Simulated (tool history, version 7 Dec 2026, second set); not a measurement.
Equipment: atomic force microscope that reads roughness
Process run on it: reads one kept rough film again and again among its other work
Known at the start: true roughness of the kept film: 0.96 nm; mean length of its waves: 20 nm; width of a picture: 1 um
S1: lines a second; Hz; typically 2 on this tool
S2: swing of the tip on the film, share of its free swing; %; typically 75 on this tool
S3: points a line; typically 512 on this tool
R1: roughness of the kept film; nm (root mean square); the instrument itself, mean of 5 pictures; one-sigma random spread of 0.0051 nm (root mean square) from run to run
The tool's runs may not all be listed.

| run | hour | S1 | S2 | S3 | R1 |
|---|---|---|---|---|---|
| 1 | 0 | 2 | 75 | 512 | 0.707 |
| 2 | 19.9 | 2 | 75 | 512 | 0.678 |
|  | 30.5 | new tip fitted |
| 3 | 42.1 | 2 | 75 | 512 | 0.757 |
| 4 | 62.7 | 2 | 75 | 869 | 0.746 |
| 5 | 86.9 | 2 | 75 | 869 | 0.717 |
| 6 | 111.9 | 2 | 75 | 869 | 0.693 |
|  | 114.5 | new tip fitted |
| 7 | 142.1 | 2 | 75 | 869 | 0.748 |
| 8 | 173 | 3.84 | 75 | 869 | 0.621 |
|  | 199.1 | new tip fitted |
| 9 | 202.4 | 3.84 | 75 | 869 | 0.676 |
|  | 205.6 | height scale calibrated on a step standard |
| 10 | 232 | 3.84 | 75 | 869 | 0.654 |
| 11 | 247.5 | 0.56 | 75 | 359 | 0.795 |
| 12 | 277.6 | 0.56 | 75 | 359 | 0.76 |
|  | 284 | new tip fitted |
| 13 | 296.4 | 0.56 | 75 | 359 | 0.841 |
| 14 | 318.3 | 0.56 | 75 | 359 | 0.814 |
| 15 | 335.2 | 0.56 | 75 | 359 | 0.787 |
| 16 | 357.2 | 0.56 | 75 | 359 | 0.764 |
|  | 369.3 | height scale calibrated on a step standard, once more |
|  | 369.8 | new tip fitted |
| 17 | 379.4 | 0.65 | 55 | 843 | 0.882 |
| 18 | 394.8 | 0.65 | 55 | 843 | 0.864 |
| 19 | 409.1 | 0.8 | 75 | 678 | 0.799 |
| 20 | 423.5 | 2 | 59 | 512 | 0.785 |

4 options for the next run, each taken on its own from the tool as it stands now. Forecast them:
|  | 454.2 | new tip fitted |
| A | 454.5 | 2 | 58 | 512 | ? |
|  | 454.2 | new tip fitted |
| B | 454.5 | 1.35 | 87 | 512 | ? |
|  | 454.2 | new tip fitted |
| C | 454.5 | 1.6 | 59 | 512 | ? |
|  | 454.2 | new tip fitted |
| D | 454.5 | 0.58 | 62 | 826 | ? |

| run | R1 |
|---|---|
| A | 0.845 |
| B | 0.745 |
| C | 0.86 |
| D | 0.88 |
Had the tool no hidden state, the same runs would have come out as:
| run | R1 |
|---|---|
| A | 0.848 |
| B | 0.748 |
| C | 0.863 |
| D | 0.882 |
